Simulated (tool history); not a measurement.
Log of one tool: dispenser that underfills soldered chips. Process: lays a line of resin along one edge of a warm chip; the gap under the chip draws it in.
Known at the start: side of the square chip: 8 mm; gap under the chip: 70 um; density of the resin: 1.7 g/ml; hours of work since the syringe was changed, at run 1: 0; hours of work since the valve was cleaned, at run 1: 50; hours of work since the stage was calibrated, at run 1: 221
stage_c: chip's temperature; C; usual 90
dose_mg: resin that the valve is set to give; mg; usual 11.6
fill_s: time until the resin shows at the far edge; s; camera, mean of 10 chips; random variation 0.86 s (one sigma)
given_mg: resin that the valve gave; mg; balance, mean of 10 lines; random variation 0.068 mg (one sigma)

| run | hour | stage_c | dose_mg | hours of work since the syringe was changed | hours of work since the valve was cleaned | hours of work since the stage was calibrated | fill_s | given_mg |
|---|---|---|---|---|---|---|---|---|
| 1 | 0.0 | 90 | 11.6 | 0 | 50 | 221 | 86.9 | 11.28 |
| 2 | 8.8 | 90 | 11.6 | 7 | 56 | 227 | 110.5 | 11.20 |
|  | 14.3 | new syringe of resin |
| 3 | 17.4 | 90 | 11.6 | 2 | 62 | 233 | 92.2 | 11.15 |
| 4 | 25.7 | 90 | 11.6 | 8 | 68 | 239 | 119.1 | 11.02 |
|  | 28.5 | new syringe of resin |
|  | 35.1 | dispensing valve cleaned and set on the balance |
| 5 | 35.4 | 90 | 11.6 | 4 | 0 | 245 | 99.0 | 11.65 |
| 6 | 43.0 | 90 | 14.4 | 10 | 6 | 250 | 118.9 | 14.31 |
|  | 43.9 | new syringe of resin |
| 7 | 47.9 | 90 | 14.4 | 3 | 9 | 254 | 94.1 | 14.15 |
| 8 | 56.7 | 90 | 10.0 | 9 | 15 | 260 | 125.5 | 9.95 |
|  | 58.4 | new syringe of resin |
| 9 | 63.8 | 90 | 10.0 | 4 | 20 | 265 | 99.2 | 9.83 |
| 10 | 71.8 | 90 | 10.0 | 10 | 26 | 271 | 128.6 | 9.80 |
|  | 72.8 | new syringe of resin |
| 11 | 76.2 | 90 | 10.0 | 2 | 29 | 274 | 96.6 | 9.76 |
| 12 | 83.7 | 90 | 10.0 | 8 | 34 | 279 | 118.6 | 9.69 |
|  | 87.5 | new syringe of resin |
| 13 | 93.2 | 90 | 10.0 | 4 | 41 | 285 | 103.4 | 9.71 |
| 14 | 97.6 | 90 | 11.2 | 7 | 44 | 289 | 113.8 | 10.94 |
|  | 102.0 | new syringe of resin |
| 15 | 105.4 | 90 | 11.2 | 2 | 49 | 294 | 97.0 | 10.80 |
| 16 | 114.0 | 96 | 11.5 | 9 | 55 | 300 | 103.9 | 11.01 |
|  | 116.1 | new syringe of resin |
| 17 | 120.7 | 104 | 13.1 | 3 | 60 | 305 | 63.5 | 12.51 |
| 18 | 129.8 | 92 | 13.9 | 10 | 66 | 311 | 117.0 | 13.17 |
|  | 131.0 | new syringe of resin |
| 19 | 135.5 | 99 | 12.2 | 3 | 70 | 315 | 73.5 | 11.55 |
| 20 | 140.1 | 103 | 12.4 | 6 | 73 | 318 | 76.2 | 11.83 |
|  | 141.6 | dispensing valve cleaned and set on the balance |
|  | 146.6 | new syringe of resin |
| 21 | 147.6 | 103 | 12.4 | 1 | 4 | 323 | 61.8 | 12.53 |
| 22 | 152.0 | 78 | 12.1 | 4 | 7 | 326 | 143.8 | 12.01 |
| 23 | 160.2 | 78 | 12.1 | 10 | 13 | 332 | 187.5 | 12.00 |
|  | 161.1 | new syringe of resin |
| 24 | 169.7 | 86 | 12.5 | 6 | 20 | 338 | 124.5 | 12.28 |
| 25 | 174.3 | 87 | 12.2 | 9 | 23 | 342 | 136.2 | 11.98 |
|  | 175.7 | new syringe of resin |
| 26 | 179.4 | 102 | 13.6 | 3 | 26 | 345 | 67.6 | 13.33 |
| 27 | 184.8 | 102 | 13.6 | 6 | 30 | 349 | 78.4 | 13.32 |

3 ways to go on from here, each from the tool as it stands after run 27. What would each give?
|  | 190.2 | new syringe of resin |
| A | 193.9 | 87 | 13.3 | 3 | 36 | 355 | ? | ? |
|  | 190.2 | new syringe of resin |
| B | 193.9 | 80 | 13.3 | 3 | 36 | 355 | ? | ? |
|  | 190.2 | new syringe of resin |
| C | 193.9 | 89 | 12.0 | 3 | 36 | 355 | ? | ? |

| run | fill_s | given_mg |
|---|---|---|
| A | 103.3 | 12.89 |
| B | 128.2 | 12.93 |
| C | 98.2 | 11.64 |
Without the tool's hidden state the same runs would have given:
| run | fill_s | given_mg |
|---|---|---|
| A | 85.9 | 13.22 |
| B | 106.4 | 13.26 |
| C | 81.6 | 11.94 |
